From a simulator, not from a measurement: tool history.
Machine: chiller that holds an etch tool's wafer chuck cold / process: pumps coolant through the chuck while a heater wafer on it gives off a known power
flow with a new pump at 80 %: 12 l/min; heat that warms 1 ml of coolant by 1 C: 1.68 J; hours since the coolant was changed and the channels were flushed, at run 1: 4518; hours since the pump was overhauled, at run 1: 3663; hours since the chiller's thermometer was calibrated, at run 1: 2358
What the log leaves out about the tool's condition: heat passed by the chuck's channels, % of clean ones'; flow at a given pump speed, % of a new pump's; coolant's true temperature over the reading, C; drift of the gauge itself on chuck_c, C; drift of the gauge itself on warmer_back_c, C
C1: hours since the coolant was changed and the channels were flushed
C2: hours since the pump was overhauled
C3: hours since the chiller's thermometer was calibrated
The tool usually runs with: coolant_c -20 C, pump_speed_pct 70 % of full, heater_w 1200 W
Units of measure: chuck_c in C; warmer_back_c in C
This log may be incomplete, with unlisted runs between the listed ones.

{"run": 1, "day": 0.0, "coolant_c": -20, "pump_speed_pct": 70, "heater_w": 1200, "C1": 4518, "C2": 3663, "C3": 2358, "chuck_c": -6.5, "warmer_back_c": 4.15}
{"run": 2, "day": 3.942, "coolant_c": -20, "pump_speed_pct": 70, "heater_w": 1306, "C1": 4613, "C2": 3758, "C3": 2452, "chuck_c": -5.4, "warmer_back_c": 4.54}
{"day": 5.838, "done": "chiller's thermometer calibrated"}
{"run": 3, "day": 8.917, "coolant_c": -12, "pump_speed_pct": 70, "heater_w": 1200, "C1": 4731, "C2": 3876, "C3": 74, "chuck_c": 1.5, "warmer_back_c": 4.15}
{"run": 4, "day": 13.867, "coolant_c": -20, "pump_speed_pct": 70, "heater_w": 1200, "C1": 4850, "C2": 3995, "C3": 193, "chuck_c": -6.6, "warmer_back_c": 4.18}
{"run": 5, "day": 16.788, "coolant_c": -20, "pump_speed_pct": 70, "heater_w": 1200, "C1": 4920, "C2": 4065, "C3": 263, "chuck_c": -6.4, "warmer_back_c": 4.25}
{"run": 6, "day": 18.988, "coolant_c": -20, "pump_speed_pct": 70, "heater_w": 1200, "C1": 4973, "C2": 4118, "C3": 316, "chuck_c": -6.4, "warmer_back_c": 4.24}
{"run": 7, "day": 21.7, "coolant_c": -20, "pump_speed_pct": 70, "heater_w": 1200, "C1": 5038, "C2": 4183, "C3": 381, "chuck_c": -6.6, "warmer_back_c": 4.21}
{"run": 8, "day": 24.904, "coolant_c": -20, "pump_speed_pct": 70, "heater_w": 1200, "C1": 5115, "C2": 4260, "C3": 458, "chuck_c": -6.6, "warmer_back_c": 4.18}
{"run": 9, "day": 29.533, "coolant_c": -20, "pump_speed_pct": 70, "heater_w": 1200, "C1": 5226, "C2": 4371, "C3": 569, "chuck_c": -6.5, "warmer_back_c": 4.2}
{"day": 30.458, "done": "coolant changed, channels flushed"}
{"run": 10, "day": 33.038, "coolant_c": -20, "pump_speed_pct": 70, "heater_w": 1643, "C1": 62, "C2": 4449, "C3": 647, "chuck_c": -1.5, "warmer_back_c": 5.72}
{"run": 11, "day": 36.404, "coolant_c": -20, "pump_speed_pct": 70, "heater_w": 1643, "C1": 143, "C2": 4530, "C3": 728, "chuck_c": -1.5, "warmer_back_c": 5.77}
{"run": 12, "day": 38.996, "coolant_c": -20, "pump_speed_pct": 70, "heater_w": 1643, "C1": 205, "C2": 4592, "C3": 790, "chuck_c": -1.5, "warmer_back_c": 5.78}
{"run": 13, "day": 42.612, "coolant_c": -20, "pump_speed_pct": 70, "heater_w": 813, "C1": 292, "C2": 4679, "C3": 877, "chuck_c": -11.0, "warmer_back_c": 2.96}
{"run": 14, "day": 47.496, "coolant_c": -20, "pump_speed_pct": 70, "heater_w": 813, "C1": 409, "C2": 4796, "C3": 994, "chuck_c": -11.0, "warmer_back_c": 2.95}
{"run": 15, "day": 49.812, "coolant_c": -20, "pump_speed_pct": 70, "heater_w": 813, "C1": 465, "C2": 4852, "C3": 1049, "chuck_c": -11.0, "warmer_back_c": 3.01}
{"run": 16, "day": 54.896, "coolant_c": -11, "pump_speed_pct": 92, "heater_w": 746, "C1": 587, "C2": 4974, "C3": 1171, "chuck_c": -4.5, "warmer_back_c": 2.1}
{"run": 17, "day": 58.346, "coolant_c": -20, "pump_speed_pct": 72, "heater_w": 743, "C1": 669, "C2": 5056, "C3": 1254, "chuck_c": -11.9, "warmer_back_c": 2.68}
{"run": 18, "day": 63.633, "coolant_c": -23, "pump_speed_pct": 97, "heater_w": 1727, "C1": 796, "C2": 5183, "C3": 1381, "chuck_c": -8.5, "warmer_back_c": 4.33}
{"run": 19, "day": 66.55, "coolant_c": -20, "pump_speed_pct": 66, "heater_w": 1525, "C1": 866, "C2": 5253, "C3": 1451, "chuck_c": -2.0, "warmer_back_c": 5.82}
{"run": 20, "day": 69.692, "coolant_c": -20, "pump_speed_pct": 66, "heater_w": 1525, "C1": 942, "C2": 5329, "C3": 1526, "chuck_c": -1.9, "warmer_back_c": 5.78}
{"run": 21, "day": 74.675, "coolant_c": -14, "pump_speed_pct": 70, "heater_w": 1197, "C1": 1061, "C2": 5448, "C3": 1646, "chuck_c": -0.5, "warmer_back_c": 4.34}
{"run": 22, "day": 79.792, "coolant_c": -26, "pump_speed_pct": 70, "heater_w": 1440, "C1": 1184, "C2": 5571, "C3": 1769, "chuck_c": -10.1, "warmer_back_c": 5.21}
{"run": 23, "day": 83.483, "coolant_c": -17, "pump_speed_pct": 99, "heater_w": 1200, "C1": 1273, "C2": 5660, "C3": 1857, "chuck_c": -7.1, "warmer_back_c": 3.11}
{"run": 24, "day": 86.912, "coolant_c": -17, "pump_speed_pct": 99, "heater_w": 1200, "C1": 1355, "C2": 5742, "C3": 1940, "chuck_c": -7.2, "warmer_back_c": 3.06}
{"run": 25, "day": 91.912, "coolant_c": -17, "pump_speed_pct": 99, "heater_w": 1200, "C1": 1475, "C2": 5862, "C3": 2060, "chuck_c": -7.4, "warmer_back_c": 3.14}
{"run": 26, "day": 96.367, "coolant_c": -17, "pump_speed_pct": 99, "heater_w": 1200, "C1": 1582, "C2": 5969, "C3": 2167, "chuck_c": -7.4, "warmer_back_c": 3.15}
{"run": 27, "day": 99.108, "coolant_c": -17, "pump_speed_pct": 99, "heater_w": 798, "C1": 1648, "C2": 6035, "C3": 2233, "chuck_c": -10.3, "warmer_back_c": 2.21}
{"day": 99.4, "done": "gauge calibrated"}
{"run": 28, "day": 104.25, "coolant_c": -28, "pump_speed_pct": 94, "heater_w": 730, "C1": 1771, "C2": 6158, "C3": 2356, "chuck_c": -21.8, "warmer_back_c": 1.79}
{"run": 29, "day": 109.392, "coolant_c": -18, "pump_speed_pct": 70, "heater_w": 1200, "C1": 1894, "C2": 6281, "C3": 2479, "chuck_c": -4.7, "warmer_back_c": 4.2}
{"day": 110.204, "done": "chiller's thermometer calibrated"}
{"run": 30, "day": 112.3, "coolant_c": -20, "pump_speed_pct": 70, "heater_w": 936, "C1": 1963, "C2": 6350, "C3": 50, "chuck_c": -9.6, "warmer_back_c": 3.27}

Branching from run 30: 4 alternative next runs. What would each branch give?
{"run": "A", "day": 116.0, "coolant_c": -11, "pump_speed_pct": 74, "heater_w": 1344, "C1": 2052, "C2": 6439, "C3": 139, "chuck_c": "?", "warmer_back_c": "?"}
{"run": "B", "day": 116.0, "coolant_c": -13, "pump_speed_pct": 70, "heater_w": 936, "C1": 2052, "C2": 6439, "C3": 139, "chuck_c": "?", "warmer_back_c": "?"}
{"run": "C", "day": 116.0, "coolant_c": -25, "pump_speed_pct": 70, "heater_w": 1200, "C1": 2052, "C2": 6439, "C3": 139, "chuck_c": "?", "warmer_back_c": "?"}
{"run": "D", "day": 116.0, "coolant_c": -12, "pump_speed_pct": 70, "heater_w": 1200, "C1": 2052, "C2": 6439, "C3": 139, "chuck_c": "?", "warmer_back_c": "?"}

run=A chuck_c=3.3 warmer_back_c=4.42
run=B chuck_c=-2.5 warmer_back_c=3.32
run=C chuck_c=-11.5 warmer_back_c=4.19
run=D chuck_c=1.5 warmer_back_c=4.16
Take away the tool's hidden state, keep each run's random variation, and the runs would have read:
run=A chuck_c=3.3 warmer_back_c=4.36
run=B chuck_c=-2.5 warmer_back_c=3.26
run=C chuck_c=-11.5 warmer_back_c=4.13
run=D chuck_c=1.5 warmer_back_c=4.10
